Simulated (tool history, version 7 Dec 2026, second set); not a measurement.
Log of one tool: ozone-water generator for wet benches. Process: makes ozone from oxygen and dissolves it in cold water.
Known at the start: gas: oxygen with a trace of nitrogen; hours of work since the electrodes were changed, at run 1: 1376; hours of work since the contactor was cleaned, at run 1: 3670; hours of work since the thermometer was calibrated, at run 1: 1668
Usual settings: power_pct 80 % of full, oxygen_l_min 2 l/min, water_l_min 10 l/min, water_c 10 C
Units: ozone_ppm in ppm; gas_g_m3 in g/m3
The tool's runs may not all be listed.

run,day,power_pct,oxygen_l_min,water_l_min,water_c,hours of work since the electrodes were changed,hours of work since the contactor was cleaned,hours of work since the thermometer was calibrated,ozone_ppm,gas_g_m3
1,0,80,2,10,10,1376,3670,1668,20.5,185.2
2,0.921,80,2,10,10,1395,3689,1686,20.7,184.5
3,3.092,80,2,10,13,1439,3733,1731,19.7,188
4,4.388,80,2,10,13,1465,3760,1757,19.8,183.9
5,6.017,72,2,10,13,1499,3793,1790,18.3,172.4
# day 7.071: contactor cleaned
6,7.233,72,2,10,13,1520,3,1812,19,174.3
7,9.096,80,2,10,10,1558,41,1850,20.6,184.3
8,11.296,80,2,10,10,1603,86,1895,20.8,182.9
9,12.433,80,2,10,9,1626,109,1918,20.9,186.2
10,13.971,68,2,10,8,1657,141,1949,19,166.9
11,14.938,68,2,10,8,1677,160,1969,19.3,167
12,16.142,57,2,10,8,1702,185,1994,17.3,150.9
13,18.338,80,2,7,17,1747,230,2038,24.6,182.8

Measured less the same run without the tool's hidden state. The same run-to-run variation is in both; the gauge's scatter may not be:
The hidden state here: yield of the discharge, % of new electrodes'; contactor's efficiency, % of a clean one's; true water temperature over the reading, C; drift of the gauge itself on ozone_ppm, %; drift of the gauge itself on gas_g_m3, %.
run,ozone_ppm,gas_g_m3
1,-1.4,-7.4
2,-1.4,-7.4
3,-1.4,-7.8
4,-1.4,-7.8
5,-1.3,-6.9
6,-0.8,-7.2
7,-1,-8.2
8,-1,-8.4
9,-1.1,-8.6
10,-1,-7.2
11,-1,-7.3
12,-0.7,-5.9
13,-1.4,-9.1

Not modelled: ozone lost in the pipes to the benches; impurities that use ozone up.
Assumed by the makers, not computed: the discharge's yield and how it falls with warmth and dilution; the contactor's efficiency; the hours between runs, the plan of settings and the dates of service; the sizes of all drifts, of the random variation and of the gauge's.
